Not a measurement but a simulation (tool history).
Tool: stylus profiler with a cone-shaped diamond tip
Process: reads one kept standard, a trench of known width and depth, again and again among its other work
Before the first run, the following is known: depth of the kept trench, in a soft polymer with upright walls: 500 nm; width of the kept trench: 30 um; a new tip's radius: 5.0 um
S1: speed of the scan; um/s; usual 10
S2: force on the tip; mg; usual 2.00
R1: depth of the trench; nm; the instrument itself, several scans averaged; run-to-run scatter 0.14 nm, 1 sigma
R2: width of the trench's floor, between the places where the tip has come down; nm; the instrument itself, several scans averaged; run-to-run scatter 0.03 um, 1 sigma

run,hour,S1,S2,R1,R2
1,0.0,10,2.00,501.33,24740
2,73.9,14,2.00,501.47,24690
3,146.9,10,2.71,501.84,24580
4,209.7,10,2.00,501.17,24540
5,278.9,10,3.77,502.46,24500
6,359.0,10,3.77,502.31,24410
7,436.9,10,2.00,501.07,24290
8,492.7,10,2.00,500.62,24300
9,532.0,10,2.00,500.76,24290
10,596.4,7,1.65,500.35,24210
11,635.4,3,3.09,501.56,24210
12,720.3,25,4.58,502.32,24090
13,793.3,3,0.71,499.27,24080
14,851.6,3,0.71,499.31,24040
15,898.0,3,0.71,499.16,23970
16,948.4,8,5.98,503.00,23930
17,1025.5,7,1.25,499.64,23840
18,1107.3,5,4.95,502.38,23860

Forecast each of these 3 alternatives for the next run:
A,1159.6,4,2.74,?,?
B,1159.6,14,0.94,?,?
C,1159.6,13,1.22,?,?

run,R1,R2
A,500.64,23820
B,499.30,23720
C,499.81,23780
The same runs, with their run-to-run variation unchanged, on a tool lacking any hidden condition would have given:
run,R1,R2
A,502.94,25610
B,501.60,25520
C,502.11,25580
